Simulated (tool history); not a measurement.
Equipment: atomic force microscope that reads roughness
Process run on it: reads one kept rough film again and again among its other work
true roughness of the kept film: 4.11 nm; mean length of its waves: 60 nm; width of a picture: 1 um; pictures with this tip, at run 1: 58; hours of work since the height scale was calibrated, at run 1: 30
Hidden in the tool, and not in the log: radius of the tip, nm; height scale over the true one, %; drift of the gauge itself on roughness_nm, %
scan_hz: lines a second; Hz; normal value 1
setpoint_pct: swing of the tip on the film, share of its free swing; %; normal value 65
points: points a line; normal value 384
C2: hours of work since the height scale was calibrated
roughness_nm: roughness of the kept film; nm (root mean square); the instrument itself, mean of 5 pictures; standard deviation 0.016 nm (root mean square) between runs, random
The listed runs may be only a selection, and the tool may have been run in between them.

{"run": 1, "hour": 0.0, "scan_hz": 1, "setpoint_pct": 65, "points": 384, "pictures with this tip": 58, "C2": 30, "roughness_nm": 3.433}
{"run": 2, "hour": 18.5, "scan_hz": 1, "setpoint_pct": 70, "points": 384, "pictures with this tip": 84, "C2": 38, "roughness_nm": 3.294}
{"hour": 29.1, "done": "new tip fitted"}
{"run": 3, "hour": 38.6, "scan_hz": 3.92, "setpoint_pct": 65, "points": 384, "pictures with this tip": 14, "C2": 46, "roughness_nm": 3.574}
{"run": 4, "hour": 52.9, "scan_hz": 3.92, "setpoint_pct": 65, "points": 384, "pictures with this tip": 34, "C2": 52, "roughness_nm": 3.437}
{"run": 5, "hour": 72.7, "scan_hz": 1.15, "setpoint_pct": 65, "points": 384, "pictures with this tip": 61, "C2": 60, "roughness_nm": 3.487}
{"run": 6, "hour": 85.6, "scan_hz": 1.15, "setpoint_pct": 65, "points": 384, "pictures with this tip": 79, "C2": 65, "roughness_nm": 3.39}
{"hour": 99.4, "done": "new tip fitted"}
{"run": 7, "hour": 104.9, "scan_hz": 1.15, "setpoint_pct": 65, "points": 384, "pictures with this tip": 8, "C2": 73, "roughness_nm": 3.801}
{"run": 8, "hour": 116.8, "scan_hz": 1.15, "setpoint_pct": 65, "points": 384, "pictures with this tip": 24, "C2": 78, "roughness_nm": 3.667}
{"run": 9, "hour": 132.3, "scan_hz": 1.15, "setpoint_pct": 65, "points": 384, "pictures with this tip": 46, "C2": 84, "roughness_nm": 3.555}
{"run": 10, "hour": 150.8, "scan_hz": 1.15, "setpoint_pct": 62, "points": 384, "pictures with this tip": 72, "C2": 92, "roughness_nm": 3.436}
{"run": 11, "hour": 163.3, "scan_hz": 1.17, "setpoint_pct": 78, "points": 321, "pictures with this tip": 90, "C2": 97, "roughness_nm": 3.247}
{"hour": 169.1, "done": "new tip fitted"}
{"run": 12, "hour": 180.5, "scan_hz": 1.17, "setpoint_pct": 78, "points": 321, "pictures with this tip": 16, "C2": 104, "roughness_nm": 3.648}
{"run": 13, "hour": 195.4, "scan_hz": 0.86, "setpoint_pct": 62, "points": 321, "pictures with this tip": 37, "C2": 110, "roughness_nm": 3.663}
{"run": 14, "hour": 207.5, "scan_hz": 3.99, "setpoint_pct": 65, "points": 333, "pictures with this tip": 54, "C2": 115, "roughness_nm": 3.335}
{"run": 15, "hour": 219.7, "scan_hz": 3.99, "setpoint_pct": 65, "points": 333, "pictures with this tip": 71, "C2": 120, "roughness_nm": 3.237}
{"run": 16, "hour": 231.4, "scan_hz": 1, "setpoint_pct": 65, "points": 493, "pictures with this tip": 87, "C2": 125, "roughness_nm": 3.358}
{"hour": 239.9, "done": "new tip fitted"}
{"run": 17, "hour": 251.7, "scan_hz": 1.37, "setpoint_pct": 65, "points": 663, "pictures with this tip": 17, "C2": 133, "roughness_nm": 3.71}
{"run": 18, "hour": 266.5, "scan_hz": 2.98, "setpoint_pct": 55, "points": 471, "pictures with this tip": 38, "C2": 139, "roughness_nm": 3.559}
{"run": 19, "hour": 279.8, "scan_hz": 3.78, "setpoint_pct": 69, "points": 463, "pictures with this tip": 56, "C2": 145, "roughness_nm": 3.246}
{"run": 20, "hour": 292.0, "scan_hz": 1.15, "setpoint_pct": 56, "points": 381, "pictures with this tip": 73, "C2": 150, "roughness_nm": 3.423}

Hidden state at the last listed run before each entry between runs and at the first one after, where it differs:
In the gap between runs 2 and 3: new tip fitted (hour 29.1)
  radius of the tip, nm: 47.9 -> 16.8; height scale over the true one, %: 0.11 -> 0.12
  measured less the result without the state, roughness_nm: -0.532 -> -0.1 nm (root mean square)
In the gap between runs 6 and 7: new tip fitted (hour 99.4)
  radius of the tip, nm: 41.2 -> 14; height scale over the true one, %: 0.15 -> 0.17
  measured less the result without the state, roughness_nm: -0.449 -> -0.059 nm (root mean square)
In the gap between runs 11 and 12: new tip fitted (hour 169.1)
  radius of the tip, nm: 45.8 -> 16.3; height scale over the true one, %: 0.2 -> 0.21
  measured less the result without the state, roughness_nm: -0.494 -> -0.092 nm (root mean square)
In the gap between runs 16 and 17: new tip fitted (hour 239.9)
  radius of the tip, nm: 45.3 -> 17.5; height scale over the true one, %: 0.25 -> 0.26
  measured less the result without the state, roughness_nm: -0.502 -> -0.111 nm (root mean square)
